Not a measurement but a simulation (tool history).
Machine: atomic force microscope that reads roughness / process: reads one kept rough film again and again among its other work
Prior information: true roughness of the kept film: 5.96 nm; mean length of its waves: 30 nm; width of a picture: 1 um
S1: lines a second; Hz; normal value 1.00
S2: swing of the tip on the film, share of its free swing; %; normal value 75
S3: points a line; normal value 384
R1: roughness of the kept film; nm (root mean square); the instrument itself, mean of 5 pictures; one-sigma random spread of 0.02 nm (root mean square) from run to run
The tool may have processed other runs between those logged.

run,hour,S1,S2,S3,R1
1,0.0,1.00,75,384,3.961
2,7.8,1.00,75,384,3.952
3,14.8,1.00,75,384,3.903
4,20.0,1.00,75,384,3.877
5,26.7,1.00,75,384,3.869
6,34.7,1.00,75,384,3.815
7,38.8,1.00,75,384,3.788
8,46.6,0.95,75,384,3.753
9,55.0,0.95,75,384,3.712
10,63.1,1.00,76,384,3.650
# hour 64.3: new tip fitted
11,72.6,1.54,75,384,4.600
12,79.4,1.00,75,616,4.740
13,88.2,1.00,75,272,4.622
14,95.5,0.75,88,511,4.463
15,103.2,0.54,59,586,4.836
16,112.8,1.71,69,612,4.394
17,117.7,1.52,76,285,4.213
18,122.1,1.52,76,285,4.245
19,126.6,1.52,76,285,4.166
20,136.8,0.68,56,444,4.548
21,145.4,1.43,77,409,4.079
22,152.3,3.19,77,409,3.593
23,160.5,3.19,77,409,3.553
24,168.0,0.61,77,409,4.187

Subtracting, for every run, the result it would have given without the tool's unlogged condition from the measured result gives the following. The same run-to-run variation enters both numbers; the gauge's scatter may not:
Unlogged tool condition in this case: radius of the tip, nm; height scale over the true one, %; drift of the gauge itself on roughness_nm, %.
run,R1
1,-0.884
2,-0.931
3,-0.967
4,-0.994
5,-1.033
6,-1.068
7,-1.090
8,-1.127
9,-1.168
10,-1.199
11,-0.098
12,-0.153
13,-0.224
14,-0.276
15,-0.356
16,-0.397
17,-0.419
18,-0.453
19,-0.478
20,-0.603
21,-0.592
22,-0.567
23,-0.611
24,-0.777
